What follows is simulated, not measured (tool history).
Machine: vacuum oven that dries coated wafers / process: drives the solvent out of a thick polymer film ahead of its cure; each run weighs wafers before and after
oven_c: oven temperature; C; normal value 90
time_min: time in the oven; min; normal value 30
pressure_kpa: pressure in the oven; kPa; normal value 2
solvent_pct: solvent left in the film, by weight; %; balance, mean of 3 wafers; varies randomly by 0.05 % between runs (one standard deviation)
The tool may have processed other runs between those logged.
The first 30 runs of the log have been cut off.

{"run": 31, "hour": 2314.0, "oven_c": 80, "time_min": 30, "pressure_kpa": 5.33, "solvent_pct": 8.35}
{"run": 32, "hour": 2397.5, "oven_c": 99, "time_min": 30, "pressure_kpa": 3.62, "solvent_pct": 1.45}
{"run": 33, "hour": 2497.2, "oven_c": 90, "time_min": 30, "pressure_kpa": 2.71, "solvent_pct": 2.77}
{"run": 34, "hour": 2577.0, "oven_c": 99, "time_min": 54, "pressure_kpa": 3.6, "solvent_pct": 1.29}
{"run": 35, "hour": 2673.2, "oven_c": 99, "time_min": 54, "pressure_kpa": 3.6, "solvent_pct": 1.32}
{"run": 36, "hour": 2772.6, "oven_c": 90, "time_min": 33, "pressure_kpa": 2, "solvent_pct": 2.19}
{"run": 37, "hour": 2857.3, "oven_c": 81, "time_min": 27, "pressure_kpa": 2, "solvent_pct": 6.81}
{"hour": 2931.4, "done": "oven's thermocouples calibrated"}
{"run": 38, "hour": 2947.8, "oven_c": 96, "time_min": 26, "pressure_kpa": 1.67, "solvent_pct": 1.18}
{"run": 39, "hour": 3014.1, "oven_c": 90, "time_min": 36, "pressure_kpa": 1.85, "solvent_pct": 1.55}
{"run": 40, "hour": 3073.0, "oven_c": 90, "time_min": 36, "pressure_kpa": 1.05, "solvent_pct": 1.25}
{"run": 41, "hour": 3121.4, "oven_c": 90, "time_min": 36, "pressure_kpa": 1.05, "solvent_pct": 1.27}
{"run": 42, "hour": 3226.2, "oven_c": 90, "time_min": 36, "pressure_kpa": 1.05, "solvent_pct": 1.46}
{"run": 43, "hour": 3290.1, "oven_c": 75, "time_min": 32, "pressure_kpa": 2, "solvent_pct": 8.33}
{"run": 44, "hour": 3386.0, "oven_c": 88, "time_min": 30, "pressure_kpa": 2.5, "solvent_pct": 3.08}
{"run": 45, "hour": 3487.2, "oven_c": 102, "time_min": 27, "pressure_kpa": 7.41, "solvent_pct": 2.36}

Branching from run 45: 5 alternative next runs. What would each branch give?
{"run": "A", "hour": 3531.5, "oven_c": 86, "time_min": 18, "pressure_kpa": 6.05, "solvent_pct": "?"}
{"run": "B", "hour": 3531.5, "oven_c": 95, "time_min": 44, "pressure_kpa": 7.41, "solvent_pct": "?"}
{"run": "C", "hour": 3531.5, "oven_c": 97, "time_min": 35, "pressure_kpa": 2, "solvent_pct": "?"}
{"run": "D", "hour": 3531.5, "oven_c": 99, "time_min": 34, "pressure_kpa": 7.04, "solvent_pct": "?"}
{"run": "E", "hour": 3531.5, "oven_c": 90, "time_min": 22, "pressure_kpa": 2, "solvent_pct": "?"}

run=A solvent_pct=8.24
run=B solvent_pct=2.87
run=C solvent_pct=0.97
run=D solvent_pct=2.51
run=E solvent_pct=3.55
With no hidden state in the tool, these same runs would have given:
run=A solvent_pct=7.87
run=B solvent_pct=2.64
run=C solvent_pct=0.78
run=D solvent_pct=2.32
run=E solvent_pct=3.23

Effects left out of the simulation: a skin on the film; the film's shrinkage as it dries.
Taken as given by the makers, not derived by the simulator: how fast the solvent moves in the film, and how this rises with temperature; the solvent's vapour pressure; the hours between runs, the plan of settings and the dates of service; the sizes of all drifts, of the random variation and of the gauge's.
